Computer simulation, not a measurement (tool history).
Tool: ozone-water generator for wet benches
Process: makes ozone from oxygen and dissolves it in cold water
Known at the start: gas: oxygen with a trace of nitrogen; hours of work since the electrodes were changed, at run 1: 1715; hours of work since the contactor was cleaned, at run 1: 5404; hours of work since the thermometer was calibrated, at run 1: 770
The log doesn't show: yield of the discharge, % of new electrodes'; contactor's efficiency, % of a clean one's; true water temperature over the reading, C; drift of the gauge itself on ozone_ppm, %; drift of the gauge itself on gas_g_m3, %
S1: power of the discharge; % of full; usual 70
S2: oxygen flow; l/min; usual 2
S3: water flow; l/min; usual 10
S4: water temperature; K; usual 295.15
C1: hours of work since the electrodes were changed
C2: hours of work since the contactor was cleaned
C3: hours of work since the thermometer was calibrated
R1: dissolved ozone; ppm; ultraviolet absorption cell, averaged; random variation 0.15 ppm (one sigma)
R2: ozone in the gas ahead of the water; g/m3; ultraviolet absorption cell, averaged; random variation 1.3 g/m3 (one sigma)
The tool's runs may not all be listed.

{"run": 1, "day": 0.0, "S1": 70, "S2": 2, "S3": 10, "S4": 295.15, "C1": 1715, "C2": 5404, "C3": 770, "R1": 19.6, "R2": 232}
{"run": 2, "day": 1.775, "S1": 70, "S2": 2, "S3": 14, "S4": 295.15, "C1": 1755, "C2": 5444, "C3": 809, "R1": 14.5, "R2": 234.2}
{"run": 3, "day": 3.996, "S1": 70, "S2": 2, "S3": 10, "S4": 295.15, "C1": 1805, "C2": 5493, "C3": 859, "R1": 19.4, "R2": 230.5}
{"run": 4, "day": 5.983, "S1": 70, "S2": 1.87, "S3": 10, "S4": 295.15, "C1": 1849, "C2": 5538, "C3": 904, "R1": 19.1, "R2": 235.4}
{"run": 5, "day": 8.083, "S1": 70, "S2": 2, "S3": 6, "S4": 295.15, "C1": 1896, "C2": 5585, "C3": 950, "R1": 28, "R2": 232.8}
{"run": 6, "day": 10.146, "S1": 55, "S2": 2, "S3": 6, "S4": 295.15, "C1": 1942, "C2": 5631, "C3": 997, "R1": 24.3, "R2": 199.4}
{"run": 7, "day": 13.104, "S1": 55, "S2": 2, "S3": 6, "S4": 295.15, "C1": 2009, "C2": 5697, "C3": 1063, "R1": 24.3, "R2": 198.7}
{"run": 8, "day": 15.992, "S1": 55, "S2": 2, "S3": 6, "S4": 295.15, "C1": 2073, "C2": 5762, "C3": 1127, "R1": 24.2, "R2": 198.3}
{"run": 9, "day": 17.625, "S1": 55, "S2": 2, "S3": 6, "S4": 295.15, "C1": 2110, "C2": 5798, "C3": 1164, "R1": 24.1, "R2": 198.9}
{"run": 10, "day": 20.146, "S1": 55, "S2": 2, "S3": 6, "S4": 295.15, "C1": 2166, "C2": 5855, "C3": 1220, "R1": 24.1, "R2": 196.9}
{"run": 11, "day": 22.725, "S1": 55, "S2": 2, "S3": 15, "S4": 295.15, "C1": 2224, "C2": 5912, "C3": 1278, "R1": 12.2, "R2": 197.2}
{"run": 12, "day": 25.296, "S1": 70, "S2": 2.73, "S3": 10, "S4": 295.15, "C1": 2281, "C2": 5970, "C3": 1336, "R1": 20.8, "R2": 207.6}
{"run": 13, "day": 28.117, "S1": 70, "S2": 2.45, "S3": 6, "S4": 295.15, "C1": 2345, "C2": 6033, "C3": 1399, "R1": 28.5, "R2": 212.2}
{"run": 14, "day": 30.558, "S1": 53, "S2": 2.09, "S3": 6, "S4": 295.15, "C1": 2399, "C2": 6088, "C3": 1453, "R1": 23.7, "R2": 190.1}
{"run": 15, "day": 31.821, "S1": 53, "S2": 2.09, "S3": 6, "S4": 295.15, "C1": 2427, "C2": 6116, "C3": 1482, "R1": 23.8, "R2": 188.7}
{"run": 16, "day": 33.208, "S1": 53, "S2": 3.21, "S3": 9, "S4": 295.15, "C1": 2458, "C2": 6147, "C3": 1513, "R1": 19.4, "R2": 165.4}
{"run": 17, "day": 34.467, "S1": 53, "S2": 3.21, "S3": 9, "S4": 295.15, "C1": 2487, "C2": 6175, "C3": 1541, "R1": 19.7, "R2": 165.8}
{"run": 18, "day": 35.758, "S1": 56, "S2": 2.31, "S3": 11, "S4": 296.15, "C1": 2515, "C2": 6204, "C3": 1570, "R1": 16.4, "R2": 188.3}
{"run": 19, "day": 37.083, "S1": 56, "S2": 2.31, "S3": 11, "S4": 296.15, "C1": 2545, "C2": 6233, "C3": 1599, "R1": 16.4, "R2": 187.8}

Run 20 comes next. What will it give?
{"day": 37.938, "done": "gauge calibrated"}
{"run": 20, "day": 40.042, "S1": 56, "S2": 2.31, "S3": 11, "S4": 296.15, "C1": 2611, "C2": 6300, "C3": 1666, "R1": "?", "R2": "?"}

R1: 16.3 ppm
R2: 193.8 g/m3
Without the tool's hidden state the same run would have given R1 16.3 ppm, R2 194.2 g/m3.
